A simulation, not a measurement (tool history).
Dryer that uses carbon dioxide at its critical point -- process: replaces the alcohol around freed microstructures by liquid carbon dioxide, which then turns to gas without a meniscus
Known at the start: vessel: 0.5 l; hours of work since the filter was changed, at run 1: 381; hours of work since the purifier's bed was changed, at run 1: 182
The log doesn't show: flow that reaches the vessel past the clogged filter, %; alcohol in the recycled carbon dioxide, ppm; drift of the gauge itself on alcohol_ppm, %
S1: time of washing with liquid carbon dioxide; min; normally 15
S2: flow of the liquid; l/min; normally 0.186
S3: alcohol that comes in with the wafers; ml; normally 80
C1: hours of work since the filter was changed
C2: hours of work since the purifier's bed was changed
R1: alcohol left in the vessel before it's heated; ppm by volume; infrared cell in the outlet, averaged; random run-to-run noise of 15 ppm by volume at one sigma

run	hour	S1	S2	S3	C1	C2	R1
1	0.0	15	0.186	80	381	182	1488
2	10.1	15	0.186	80	387	187	1464
3	21.2	15	0.160	80	393	194	3029
4	32.5	15	0.186	80	400	200	1516
5	42.3	15	0.117	80	405	206	9136
6	53.8	15	0.117	80	411	212	9269
7	60.6	9	0.186	80	415	216	9561
8	71.5	10	0.186	80	421	222	7212
9	80.7	10	0.186	80	427	227	7177
10	86.8	10	0.186	80	430	231	7132
11	99.5	10	0.186	80	437	238	7072
12	109.3	10	0.186	80	443	243	7288
13	116.7	15	0.186	80	447	247	1567
14	127.6	10	0.186	80	453	254	7359
15	134.5	15	0.277	30	457	257	108
16	143.5	18	0.113	22	462	262	1715
17	150.5	10	0.212	49	466	266	2894
18	159.3	10	0.212	49	471	271	2891
# hour 167.7: inlet filter changed
19	168.3	9	0.195	39	0	276	3118
20	177.2	9	0.282	70	5	281	1225
21	189.2	16	0.259	45	12	288	104
22	196.9	17	0.259	20	16	292	73
23	207.8	15	0.259	42	23	298	121
24	219.9	14	0.233	42	29	305	279
25	230.9	15	0.186	72	36	311	965
26	243.4	15	0.186	72	43	318	987
27	254.4	15	0.185	72	49	324	1013

Forecast each of these 5 alternatives for the next run:
A	266.1	12	0.302	47	55	331	?
B	266.1	22	0.185	21	55	331	?
C	266.1	15	0.301	50	55	331	?
D	266.1	15	0.185	32	55	331	?
E	266.1	10	0.220	80	55	331	?

run	R1
A	176
B	101
C	100
D	493
E	2948
The same runs, with their run-to-run variation unchanged, on a tool lacking any hidden condition would have given:
run	R1
A	91
B	26
C	25
D	385
E	2663
